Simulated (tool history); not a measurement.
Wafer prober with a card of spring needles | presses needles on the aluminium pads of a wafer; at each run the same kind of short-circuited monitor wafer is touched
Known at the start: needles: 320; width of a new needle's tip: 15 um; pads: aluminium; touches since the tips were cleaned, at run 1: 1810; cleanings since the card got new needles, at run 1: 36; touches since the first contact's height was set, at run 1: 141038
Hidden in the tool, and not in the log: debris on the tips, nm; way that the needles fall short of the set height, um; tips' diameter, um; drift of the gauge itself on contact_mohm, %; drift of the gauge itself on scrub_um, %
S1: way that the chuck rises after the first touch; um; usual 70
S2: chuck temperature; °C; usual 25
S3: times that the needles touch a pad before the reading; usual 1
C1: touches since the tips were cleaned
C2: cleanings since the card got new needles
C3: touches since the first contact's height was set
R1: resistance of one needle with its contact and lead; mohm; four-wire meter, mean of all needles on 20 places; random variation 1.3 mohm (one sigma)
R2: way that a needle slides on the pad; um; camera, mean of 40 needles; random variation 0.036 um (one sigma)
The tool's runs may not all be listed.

run,day,S1,S2,S3,C1,C2,C3,R1,R2
1,0,70,25,1,1810,36,141038,175,16.82
# day 0.262: tips cleaned on abrasive film
# day 0.75: tips cleaned on abrasive film
# day 1.146: tips cleaned on abrasive film
# day 1.642: tips cleaned on abrasive film
2,1.779,70,25,3,1287,40,157457,131,16.76
# day 2.079: tips cleaned on abrasive film
# day 2.558: tips cleaned on abrasive film
# day 2.667: height of the first contact set anew
# day 3.05: tips cleaned on abrasive film
3,3.138,70,25,3,793,43,4337,130,16.09
# day 3.521: tips cleaned on abrasive film
# day 4.017: tips cleaned on abrasive film
4,4.133,70,25,3,1090,45,13535,136,16.14
# day 4.433: tips cleaned on abrasive film
# day 4.929: tips cleaned on abrasive film
# day 5.408: tips cleaned on abrasive film
# day 5.896: tips cleaned on abrasive film
5,6.008,72,25,1,1025,49,30822,155,16.59
# day 6.296: tips cleaned on abrasive film
# day 6.754: tips cleaned on abrasive film
# day 7.15: tips cleaned on abrasive film
# day 7.646: tips cleaned on abrasive film
6,7.75,72,25,1,999,53,46923,161,16.45
# day 8.05: tips cleaned on abrasive film
# day 8.446: tips cleaned on abrasive film
7,8.6,72,25,1,1415,55,54736,169,16.4
# day 8.9: tips cleaned on abrasive film
# day 9.392: tips cleaned on abrasive film
# day 9.788: tips cleaned on abrasive film
# day 10.283: tips cleaned on abrasive film
8,10.417,70,25,1,1243,59,71507,173,15.9
# day 10.717: tips cleaned on abrasive film
# day 11.221: height of the first contact set anew, once more
# day 11.225: tips cleaned on abrasive film
# day 11.621: tips cleaned on abrasive film
# day 12.108: tips cleaned on abrasive film
9,12.208,70,25,1,910,63,9084,160,17.46
# day 12.592: tips cleaned on abrasive film
# day 12.988: tips cleaned on abrasive film
10,13.283,70,25,1,2742,65,19024,189,17.4
# day 13.479: tips cleaned on abrasive film
# day 13.958: tips cleaned on abrasive film
# day 14.354: tips cleaned on abrasive film
11,14.554,70,25,1,1858,68,30740,173,17.37
# day 14.85: tips cleaned on abrasive film
# day 15.308: tips cleaned on abrasive film
12,15.421,70,25,1,1024,70,38720,159,17.24
# day 15.708: tips cleaned on abrasive film
# day 16.104: tips cleaned on abrasive film
13,16.354,70,25,1,2329,72,47357,187,17.2
# day 16.554: tips cleaned on abrasive film
# day 16.954: tips cleaned on abrasive film
# day 17.429: tips cleaned on abrasive film
# day 17.829: tips cleaned on abrasive film
14,17.95,70,25,1,1150,76,62065,169,17.18
# day 18.238: tips cleaned on abrasive film
# day 18.733: tips cleaned on abrasive film
# day 19.129: tips cleaned on abrasive film
# day 19.525: tips cleaned on abrasive film
15,19.575,71,25,3,450,80,77023,121,17.35
# day 19.954: tips cleaned on abrasive film
# day 20.442: tips cleaned on abrasive film
# day 20.929: tips cleaned on abrasive film
16,21.271,87,97,1,3196,83,92708,169,21.32
# day 21.375: tips cleaned on abrasive film
# day 21.846: tips cleaned on abrasive film
17,22.138,62,34,1,2724,85,100711,219,15
# day 22.321: tips cleaned on abrasive film
# day 22.8: tips cleaned on abrasive film
# day 23.2: tips cleaned on abrasive film
# day 23.696: tips cleaned on abrasive film
18,23.888,62,34,1,1780,89,116819,208,14.89
# day 24.183: tips cleaned on abrasive film
# day 24.667: tips cleaned on abrasive film
# day 25.125: tips cleaned on abrasive film
19,25.125,59,37,1,0,92,128252,125,14.1
# day 25.596: tips cleaned on abrasive film
# day 26.079: tips cleaned on abrasive film
# day 26.475: tips cleaned on abrasive film
20,26.804,59,65,2,3062,95,143778,195,14.01
# day 26.896: tips cleaned on abrasive film
# day 27.383: tips cleaned on abrasive film
# day 27.879: tips cleaned on abrasive film
# day 28.371: tips cleaned on abrasive film
21,28.762,70,88,2,3658,99,161853,176,16.74
# day 28.867: tips cleaned on abrasive film
# day 29.162: height of the first contact set anew
# day 29.354: tips cleaned on abrasive film
# day 29.85: tips cleaned on abrasive film
# day 30.346: tips cleaned on abrasive film
22,30.646,51,25,2,2767,103,13697,210,12.75
# day 30.746: tips cleaned on abrasive film
# day 31.142: tips cleaned on abrasive film
# day 31.542: tips cleaned on abrasive film
23,31.762,79,54,1,2070,106,24000,175,19.68
# day 31.954: tips cleaned on abrasive film
# day 32.446: tips cleaned on abrasive film
# day 32.858: tips cleaned on abrasive film
24,32.858,70,38,1,0,109,34080,127,17.34
# day 33.35: tips cleaned on abrasive film
# day 33.746: tips cleaned on abrasive film
# day 34.146: tips cleaned on abrasive film
# day 34.633: tips cleaned on abrasive film
25,34.771,68,25,2,1293,113,51755,151,16.79
# day 35.062: tips cleaned on abrasive film
# day 35.558: tips cleaned on abrasive film
# day 35.954: tips cleaned on abrasive film
# day 36.438: tips cleaned on abrasive film
26,36.55,58,28,2,1019,117,68136,158,14.2
# day 36.846: tips cleaned on abrasive film
# day 37.242: tips cleaned on abrasive film
# day 37.7: tips cleaned on abrasive film
27,37.7,70,55,2,0,120,78733,123,17.06

3 ways to go on from here, each from the tool as it stands after run 27. What would each give?
# day 38.188: tips cleaned on abrasive film
# day 38.675: tips cleaned on abrasive film
# day 39.071: tips cleaned on abrasive film
A,39.208,58,64,2,1291,123,92684,?,?
# day 38.188: tips cleaned on abrasive film
# day 38.675: tips cleaned on abrasive film
# day 39.071: tips cleaned on abrasive film
B,39.208,70,28,2,1291,123,92684,?,?
# day 38.188: tips cleaned on abrasive film
# day 38.675: tips cleaned on abrasive film
# day 39.071: tips cleaned on abrasive film
C,39.208,88,28,2,1291,123,92684,?,?

run,R1,R2
A,169,14
B,150,16.98
C,135,21.52
Without the tool's hidden state the same runs would have given:
run,R1,R2
A,119,14.49
B,112,17.47
C,110,22.02
